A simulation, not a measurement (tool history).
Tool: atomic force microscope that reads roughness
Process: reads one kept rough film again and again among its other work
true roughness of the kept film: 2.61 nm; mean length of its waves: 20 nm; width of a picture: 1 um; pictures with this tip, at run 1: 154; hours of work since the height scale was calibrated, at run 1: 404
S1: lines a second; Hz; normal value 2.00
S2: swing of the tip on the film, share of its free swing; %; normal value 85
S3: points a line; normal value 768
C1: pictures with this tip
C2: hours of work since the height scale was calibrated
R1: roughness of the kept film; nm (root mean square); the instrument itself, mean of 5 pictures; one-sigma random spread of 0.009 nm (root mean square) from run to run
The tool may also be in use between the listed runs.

{"run": 1, "hour": 0.0, "S1": 2.0, "S2": 85, "S3": 768, "C1": 154, "C2": 404, "R1": 1.876}
{"run": 2, "hour": 41.0, "S1": 2.0, "S2": 85, "S3": 768, "C1": 207, "C2": 433, "R1": 1.86}
{"run": 3, "hour": 83.2, "S1": 2.0, "S2": 85, "S3": 768, "C1": 261, "C2": 463, "R1": 1.813}
{"run": 4, "hour": 150.4, "S1": 2.0, "S2": 85, "S3": 768, "C1": 348, "C2": 512, "R1": 1.747}
{"hour": 179.4, "done": "new tip fitted"}
{"run": 5, "hour": 189.6, "S1": 0.63, "S2": 85, "S3": 768, "C1": 13, "C2": 539, "R1": 2.119}
{"run": 6, "hour": 251.1, "S1": 0.63, "S2": 85, "S3": 768, "C1": 92, "C2": 583, "R1": 2.066}
{"run": 7, "hour": 295.1, "S1": 0.63, "S2": 85, "S3": 768, "C1": 149, "C2": 615, "R1": 2.016}
{"run": 8, "hour": 340.2, "S1": 2.72, "S2": 85, "S3": 768, "C1": 207, "C2": 647, "R1": 1.807}
{"run": 9, "hour": 371.5, "S1": 2.72, "S2": 85, "S3": 768, "C1": 248, "C2": 670, "R1": 1.784}
{"run": 10, "hour": 416.3, "S1": 2.0, "S2": 65, "S3": 768, "C1": 305, "C2": 702, "R1": 1.913}
{"hour": 480.4, "done": "new tip fitted"}
{"run": 11, "hour": 480.4, "S1": 2.0, "S2": 65, "S3": 768, "C1": 0, "C2": 748, "R1": 2.142}
{"run": 12, "hour": 545.2, "S1": 2.0, "S2": 65, "S3": 768, "C1": 84, "C2": 794, "R1": 2.075}
{"run": 13, "hour": 596.0, "S1": 2.0, "S2": 65, "S3": 768, "C1": 150, "C2": 830, "R1": 2.005}
{"run": 14, "hour": 664.0, "S1": 2.0, "S2": 64, "S3": 768, "C1": 237, "C2": 879, "R1": 1.949}
{"run": 15, "hour": 720.8, "S1": 2.0, "S2": 85, "S3": 768, "C1": 311, "C2": 920, "R1": 1.797}
{"hour": 779.8, "done": "new tip fitted"}
{"run": 16, "hour": 790.3, "S1": 0.55, "S2": 56, "S3": 768, "C1": 14, "C2": 969, "R1": 2.167}
{"run": 17, "hour": 821.0, "S1": 2.0, "S2": 71, "S3": 768, "C1": 53, "C2": 992, "R1": 2.057}
{"run": 18, "hour": 878.0, "S1": 1.47, "S2": 76, "S3": 281, "C1": 127, "C2": 1032, "R1": 1.946}
{"run": 19, "hour": 931.3, "S1": 1.47, "S2": 58, "S3": 259, "C1": 196, "C2": 1071, "R1": 1.925}
{"run": 20, "hour": 984.9, "S1": 1.47, "S2": 58, "S3": 259, "C1": 265, "C2": 1109, "R1": 1.887}
{"run": 21, "hour": 1043.1, "S1": 1.47, "S2": 58, "S3": 259, "C1": 340, "C2": 1151, "R1": 1.829}
{"hour": 1081.7, "done": "new tip fitted"}
{"run": 22, "hour": 1088.9, "S1": 2.75, "S2": 66, "S3": 452, "C1": 10, "C2": 1183, "R1": 2.076}
{"run": 23, "hour": 1118.8, "S1": 2.75, "S2": 66, "S3": 452, "C1": 48, "C2": 1205, "R1": 2.049}
{"run": 24, "hour": 1178.5, "S1": 2.75, "S2": 66, "S3": 452, "C1": 125, "C2": 1248, "R1": 1.987}
{"run": 25, "hour": 1210.2, "S1": 2.75, "S2": 66, "S3": 452, "C1": 166, "C2": 1270, "R1": 1.968}
{"run": 26, "hour": 1238.1, "S1": 3.99, "S2": 58, "S3": 568, "C1": 202, "C2": 1290, "R1": 1.965}
{"run": 27, "hour": 1270.0, "S1": 0.88, "S2": 72, "S3": 768, "C1": 243, "C2": 1313, "R1": 1.957}
{"run": 28, "hour": 1318.4, "S1": 0.88, "S2": 72, "S3": 768, "C1": 306, "C2": 1348, "R1": 1.926}
{"hour": 1382.6, "done": "new tip fitted"}
{"run": 29, "hour": 1385.1, "S1": 0.88, "S2": 72, "S3": 768, "C1": 3, "C2": 1395, "R1": 2.162}

Predict each of these 3 candidate next runs independently; none follows another, all start after run 29:
{"run": "A", "hour": 1422.5, "S1": 1.85, "S2": 72, "S3": 768, "C1": 52, "C2": 1422, "R1": "?"}
{"run": "B", "hour": 1422.5, "S1": 0.88, "S2": 68, "S3": 558, "C1": 52, "C2": 1422, "R1": "?"}
{"run": "C", "hour": 1422.5, "S1": 2.46, "S2": 64, "S3": 830, "C1": 52, "C2": 1422, "R1": "?"}

run=A R1=2.070
run=B R1=2.130
run=C R1=2.100
Had the tool no hidden state, the same runs would have come out as:
run=A R1=2.104
run=B R1=2.165
run=C R1=2.134
